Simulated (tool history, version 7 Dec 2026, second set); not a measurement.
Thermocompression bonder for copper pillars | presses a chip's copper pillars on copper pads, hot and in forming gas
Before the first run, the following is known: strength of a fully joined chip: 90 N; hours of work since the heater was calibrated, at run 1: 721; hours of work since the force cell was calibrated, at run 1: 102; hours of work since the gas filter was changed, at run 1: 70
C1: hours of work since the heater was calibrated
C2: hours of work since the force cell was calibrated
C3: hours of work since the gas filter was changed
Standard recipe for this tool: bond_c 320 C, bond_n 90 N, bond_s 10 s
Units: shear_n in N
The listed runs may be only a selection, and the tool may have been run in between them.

run 1 hour=0.0 | bond_c=320 bond_n=90 bond_s=10 | C1=721 C2=102 C3=70 | shear_n=52.9
run 2 hour=9.3 | bond_c=320 bond_n=90 bond_s=10 | C1=726 C2=108 C3=76 | shear_n=53.0
run 3 hour=15.9 | bond_c=320 bond_n=90 bond_s=10 | C1=730 C2=111 C3=79 | shear_n=52.3
run 4 hour=25.7 | bond_c=320 bond_n=90 bond_s=23 | C1=736 C2=117 C3=85 | shear_n=65.3
run 5 hour=33.9 | bond_c=320 bond_n=90 bond_s=23 | C1=740 C2=121 C3=89 | shear_n=66.0
run 6 hour=39.5 | bond_c=320 bond_n=77 bond_s=10 | C1=743 C2=125 C3=93 | shear_n=46.1
run 7 hour=52.1 | bond_c=320 bond_n=77 bond_s=10 | C1=750 C2=132 C3=100 | shear_n=45.7
run 8 hour=65.2 | bond_c=310 bond_n=90 bond_s=10 | C1=758 C2=139 C3=107 | shear_n=47.5
run 9 hour=77.6 | bond_c=310 bond_n=59 bond_s=10 | C1=765 C2=146 C3=114 | shear_n=31.0
run 10 hour=90.1 | bond_c=310 bond_n=59 bond_s=10 | C1=771 C2=153 C3=121 | shear_n=30.7
run 11 hour=97.6 | bond_c=328 bond_n=132 bond_s=20 | C1=776 C2=157 C3=125 | shear_n=78.6
run 12 hour=108.1 | bond_c=315 bond_n=90 bond_s=9 | C1=782 C2=163 C3=131 | shear_n=47.2
run 13 hour=117.2 | bond_c=322 bond_n=90 bond_s=10 | C1=787 C2=168 C3=136 | shear_n=52.5
run 14 hour=123.2 | bond_c=294 bond_n=57 bond_s=29 | C1=790 C2=171 C3=139 | shear_n=35.5
run 15 hour=129.6 | bond_c=313 bond_n=90 bond_s=10 | C1=794 C2=175 C3=143 | shear_n=48.3
run 16 hour=137.5 | bond_c=343 bond_n=92 bond_s=9 | C1=798 C2=179 C3=147 | shear_n=62.8
run 17 hour=143.4 | bond_c=343 bond_n=108 bond_s=12 | C1=801 C2=182 C3=151 | shear_n=72.6
run 18 hour=151.4 | bond_c=320 bond_n=130 bond_s=14 | C1=806 C2=187 C3=155 | shear_n=70.5
run 19 hour=162.6 | bond_c=346 bond_n=85 bond_s=7 | C1=812 C2=193 C3=161 | shear_n=57.4
run 20 hour=170.2 | bond_c=346 bond_n=85 bond_s=7 | C1=816 C2=197 C3=166 | shear_n=56.8

Forecast each of these 3 alternatives for the next run:
run A hour=180.1 | bond_c=346 bond_n=85 bond_s=19 | C1=822 C2=203 C3=171 | shear_n=?
run B hour=180.1 | bond_c=342 bond_n=85 bond_s=9 | C1=822 C2=203 C3=171 | shear_n=?
run C hour=180.1 | bond_c=346 bond_n=84 bond_s=7 | C1=822 C2=203 C3=171 | shear_n=?

run=A shear_n=70.2
run=B shear_n=58.1
run=C shear_n=55.8
With the hidden condition removed and each run's random variation left untouched, the same runs would have given:
run=A shear_n=76.2
run=B shear_n=63.7
run=C shear_n=61.3

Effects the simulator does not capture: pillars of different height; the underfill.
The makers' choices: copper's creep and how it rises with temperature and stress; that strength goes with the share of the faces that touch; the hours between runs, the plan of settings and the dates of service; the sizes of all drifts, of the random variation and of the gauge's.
